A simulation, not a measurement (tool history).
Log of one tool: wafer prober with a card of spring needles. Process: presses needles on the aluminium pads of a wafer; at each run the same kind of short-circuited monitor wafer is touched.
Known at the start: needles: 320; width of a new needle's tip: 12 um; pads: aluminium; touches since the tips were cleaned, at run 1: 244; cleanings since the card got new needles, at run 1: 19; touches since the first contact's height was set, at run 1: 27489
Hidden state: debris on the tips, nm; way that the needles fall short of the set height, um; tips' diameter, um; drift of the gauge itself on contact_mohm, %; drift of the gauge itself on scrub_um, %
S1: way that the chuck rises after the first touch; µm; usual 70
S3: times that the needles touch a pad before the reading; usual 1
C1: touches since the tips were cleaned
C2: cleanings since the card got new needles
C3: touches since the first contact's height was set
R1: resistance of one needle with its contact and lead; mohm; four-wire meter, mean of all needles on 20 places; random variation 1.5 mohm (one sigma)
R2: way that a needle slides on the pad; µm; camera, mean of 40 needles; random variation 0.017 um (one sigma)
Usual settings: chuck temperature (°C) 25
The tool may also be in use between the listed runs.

Run 1, hour 0.0: usual settings; C1 244; C2 19; C3 27489. Result: R1 139 mohm, R2 16.20 µm.
Run 2, hour 10.6: usual settings; C1 5366; C2 19; C3 32611. Result: R1 141 mohm, R2 16.18 µm.
At hour 18.2: tips cleaned on abrasive film.
Run 3, hour 33.8: usual settings but S3 2; C1 7555; C2 20; C3 43811. Result: R1 141 mohm, R2 16.19 µm.
At hour 36.0: tips cleaned on abrasive film.
Run 4, hour 50.2: usual settings but S3 2; C1 6863; C2 21; C3 51721. Result: R1 139 mohm, R2 16.19 µm.
At hour 53.5: tips cleaned on abrasive film.
Run 5, hour 70.0: usual settings but S3 2; C1 7987; C2 22; C3 61282. Result: R1 139 mohm, R2 16.18 µm.
At hour 71.1: tips cleaned on abrasive film.
Run 6, hour 88.1: usual settings; C1 8245; C2 23; C3 70011. Result: R1 140 mohm, R2 16.20 µm.
At hour 90.4: tips cleaned on abrasive film.
Run 7, hour 99.6: usual settings but chuck temperature (°C) 53; C1 4421; C2 24; C3 75505. Result: R1 143 mohm, R2 16.15 µm.
At hour 108.6: tips cleaned on abrasive film.
Run 8, hour 109.6: usual settings but chuck temperature (°C) 53; C1 486; C2 25; C3 80306. Result: R1 144 mohm, R2 16.18 µm.
Run 9, hour 121.9: usual settings but chuck temperature (°C) 53; C1 6484; C2 25; C3 86304. Result: R1 146 mohm, R2 16.16 µm.
At hour 127.0: tips cleaned on abrasive film.
Run 10, hour 134.3: usual settings but chuck temperature (°C) 53; C1 3566; C2 26; C3 92264. Result: R1 144 mohm, R2 16.19 µm.
At hour 146.4: tips cleaned on abrasive film.
Run 11, hour 153.9: usual settings but chuck temperature (°C) 53; C1 3633; C2 27; C3 101680. Result: R1 146 mohm, R2 16.15 µm.
At hour 164.4: tips cleaned on abrasive film.
Run 12, hour 164.6: usual settings but S3 3; C1 110; C2 28; C3 106849. Result: R1 138 mohm, R2 16.17 µm.
At hour 183.8: tips cleaned on abrasive film.
Run 13, hour 188.6: usual settings; C1 2358; C2 29; C3 118440. Result: R1 139 mohm, R2 16.18 µm.
Run 14, hour 198.6: usual settings; C1 7205; C2 29; C3 123287. Result: R1 141 mohm, R2 16.17 µm.
At hour 202.4: tips cleaned on abrasive film.
At hour 220.8: tips cleaned on abrasive film.
Run 15, hour 220.8: usual settings but S1 73 µm; C1 0; C2 31; C3 133954. Result: R1 139 mohm, R2 16.85 µm.
At hour 239.8: tips cleaned on abrasive film.
Run 16, hour 244.1: usual settings but S1 73 µm; C1 2095; C2 32; C3 145187. Result: R1 137 mohm, R2 16.88 µm.
At hour 252.4: height of the first contact set anew.
Run 17, hour 254.2: usual settings but S1 58 µm, chuck temperature (°C) 78; C1 6825; C2 32; C3 838. Result: R1 150 mohm, R2 13.39 µm.
At hour 258.6: tips cleaned on abrasive film.
Run 18, hour 271.3: usual settings but S1 58 µm, chuck temperature (°C) 78; C1 6147; C2 33; C3 9099. Result: R1 151 mohm, R2 13.39 µm.
At hour 276.5: tips cleaned on abrasive film.
Run 19, hour 282.1: usual settings but S1 76 µm, chuck temperature (°C) 118; C1 2708; C2 34; C3 14265. Result: R1 155 mohm, R2 17.60 µm.
At hour 294.5: tips cleaned on abrasive film.
Run 20, hour 295.6: usual settings but S1 76 µm, chuck temperature (°C) 118; C1 538; C2 35; C3 20783. Result: R1 159 mohm, R2 17.56 µm.
Run 21, hour 306.1: usual settings but S1 76 µm, chuck temperature (°C) 118; C1 5621; C2 35; C3 25866. Result: R1 157 mohm, R2 17.56 µm.
At hour 312.2: tips cleaned on abrasive film.
Run 22, hour 323.8: usual settings but chuck temperature (°C) 28, S3 2; C1 5637; C2 36; C3 34413. Result: R1 139 mohm, R2 16.15 µm.
At hour 330.2: tips cleaned on abrasive film.
Run 23, hour 338.3: usual settings but chuck temperature (°C) 28, S3 2; C1 3921; C2 37; C3 41397. Result: R1 141 mohm, R2 16.14 µm.
At hour 349.1: tips cleaned on abrasive film.
Run 24, hour 357.1: usual settings; C1 3834; C2 38; C3 50423. Result: R1 140 mohm, R2 16.19 µm.
At hour 366.8: tips cleaned on abrasive film.
Run 25, hour 366.8: usual settings but chuck temperature (°C) 38, S3 2; C1 0; C2 39; C3 55099. Result: R1 141 mohm, R2 16.16 µm.
Run 26, hour 379.2: usual settings but S1 78 µm, chuck temperature (°C) 31, S3 3; C1 5995; C2 39; C3 61094. Result: R1 139 mohm, R2 18.01 µm.
At hour 384.4: tips cleaned on abrasive film.
At hour 402.0: tips cleaned on abrasive film.
Run 27, hour 402.4: usual settings but S1 84 µm, chuck temperature (°C) 119, S3 2; C1 221; C2 41; C3 72264. Result: R1 152 mohm, R2 19.43 µm.
At hour 420.1: tips cleaned on abrasive film.
Run 28, hour 420.9: usual settings but S1 88 µm, chuck temperature (°C) 52; C1 362; C2 42; C3 81165. Result: R1 143 mohm, R2 20.34 µm.
At hour 438.6: tips cleaned on abrasive film.
Run 29, hour 441.6: usual settings but S1 88 µm, chuck temperature (°C) 52; C1 1445; C2 43; C3 91170. Result: R1 143 mohm, R2 20.34 µm.
Run 30, hour 455.5: usual settings but S1 88 µm, chuck temperature (°C) 52; C1 8198; C2 43; C3 97923. Result: R1 144 mohm, R2 20.36 µm.
At hour 457.7: tips cleaned on abrasive film.
Run 31, hour 471.4: usual settings but chuck temperature (°C) 58; C1 6643; C2 44; C3 105581. Result: R1 148 mohm, R2 16.17 µm.

The next listed run, before its measurement:
At hour 475.6: tips cleaned on abrasive film.
At hour 493.7: tips cleaned on abrasive film.
Run 32, hour 494.7: usual settings but S1 74 µm, chuck temperature (°C) 118; C1 507; C2 46; C3 116766. Result: R1 ?, R2 ?.

{"run 32": {"R1": 155, "R2": 17.1}}
Without the tool's hidden state the same run would have given R1 155 mohm, R2 17.10 µm.

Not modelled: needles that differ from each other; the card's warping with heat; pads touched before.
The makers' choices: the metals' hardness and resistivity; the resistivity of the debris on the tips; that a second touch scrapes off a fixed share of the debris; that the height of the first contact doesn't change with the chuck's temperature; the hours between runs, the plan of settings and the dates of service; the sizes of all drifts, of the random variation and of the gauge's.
